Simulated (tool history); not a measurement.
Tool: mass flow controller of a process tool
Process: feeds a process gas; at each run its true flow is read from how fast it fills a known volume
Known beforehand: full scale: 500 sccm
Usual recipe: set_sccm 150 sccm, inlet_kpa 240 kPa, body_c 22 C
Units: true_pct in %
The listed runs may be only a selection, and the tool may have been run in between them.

run 1 hour=0.0 | set_sccm=150 inlet_kpa=240 body_c=22 | true_pct=98.75
run 2 hour=84.5 | set_sccm=150 inlet_kpa=240 body_c=22 | true_pct=98.98
run 3 hour=197.8 | set_sccm=150 inlet_kpa=240 body_c=22 | true_pct=99.05
run 4 hour=267.8 | set_sccm=150 inlet_kpa=240 body_c=22 | true_pct=99.01
run 5 hour=335.4 | set_sccm=150 inlet_kpa=240 body_c=22 | true_pct=99.15
run 6 hour=434.4 | set_sccm=150 inlet_kpa=240 body_c=22 | true_pct=99.22
run 7 hour=515.2 | set_sccm=283 inlet_kpa=240 body_c=22 | true_pct=99.64
run 8 hour=611.5 | set_sccm=283 inlet_kpa=240 body_c=22 | true_pct=99.84
run 9 hour=698.5 | set_sccm=283 inlet_kpa=240 body_c=22 | true_pct=99.82
run 10 hour=774.9 | set_sccm=283 inlet_kpa=240 body_c=22 | true_pct=99.84
run 11 hour=865.5 | set_sccm=155 inlet_kpa=240 body_c=22 | true_pct=99.58
run 12 hour=955.5 | set_sccm=155 inlet_kpa=240 body_c=22 | true_pct=99.64
run 13 hour=1031.7 | set_sccm=110 inlet_kpa=240 body_c=22 | true_pct=99.62
run 14 hour=1122.4 | set_sccm=110 inlet_kpa=240 body_c=22 | true_pct=99.60
run 15 hour=1184.9 | set_sccm=150 inlet_kpa=142 body_c=22 | true_pct=100.11
run 16 hour=1300.6 | set_sccm=150 inlet_kpa=142 body_c=22 | true_pct=100.09
run 17 hour=1400.4 | set_sccm=150 inlet_kpa=159 body_c=22 | true_pct=100.21
run 18 hour=1519.3 | set_sccm=150 inlet_kpa=159 body_c=22 | true_pct=100.42
run 19 hour=1624.7 | set_sccm=150 inlet_kpa=159 body_c=22 | true_pct=100.37
run 20 hour=1755.5 | set_sccm=150 inlet_kpa=253 body_c=22 | true_pct=100.38
run 21 hour=1829.5 | set_sccm=150 inlet_kpa=253 body_c=22 | true_pct=100.39
run 22 hour=1886.0 | set_sccm=446 inlet_kpa=240 body_c=22 | true_pct=101.12
run 23 hour=1995.7 | set_sccm=446 inlet_kpa=240 body_c=22 | true_pct=101.35
run 24 hour=2103.4 | set_sccm=446 inlet_kpa=240 body_c=22 | true_pct=101.52
run 25 hour=2206.2 | set_sccm=150 inlet_kpa=240 body_c=21 | true_pct=100.62
run 26 hour=2273.2 | set_sccm=150 inlet_kpa=215 body_c=31 | true_pct=101.23
run 27 hour=2344.4 | set_sccm=150 inlet_kpa=215 body_c=31 | true_pct=101.43
run 28 hour=2400.0 | set_sccm=150 inlet_kpa=215 body_c=31 | true_pct=101.23
run 29 hour=2478.1 | set_sccm=150 inlet_kpa=215 body_c=31 | true_pct=101.47
run 30 hour=2610.7 | set_sccm=150 inlet_kpa=215 body_c=31 | true_pct=101.59
run 31 hour=2702.6 | set_sccm=150 inlet_kpa=224 body_c=30 | true_pct=101.44
run 32 hour=2835.8 | set_sccm=150 inlet_kpa=224 body_c=30 | true_pct=101.71
run 33 hour=2898.1 | set_sccm=150 inlet_kpa=277 body_c=33 | true_pct=101.79
run 34 hour=3022.6 | set_sccm=185 inlet_kpa=240 body_c=38 | true_pct=102.23
run 35 hour=3098.1 | set_sccm=185 inlet_kpa=174 body_c=38 | true_pct=102.60

Estimate the outcome of run 36 from the log above:
run 36 hour=3181.4 | set_sccm=75 inlet_kpa=186 body_c=38 | true_pct=?

Run 36 came out at true_pct 102.24 %.
Had the tool carried no hidden state, the very same run would have given true_pct 99.54 %.
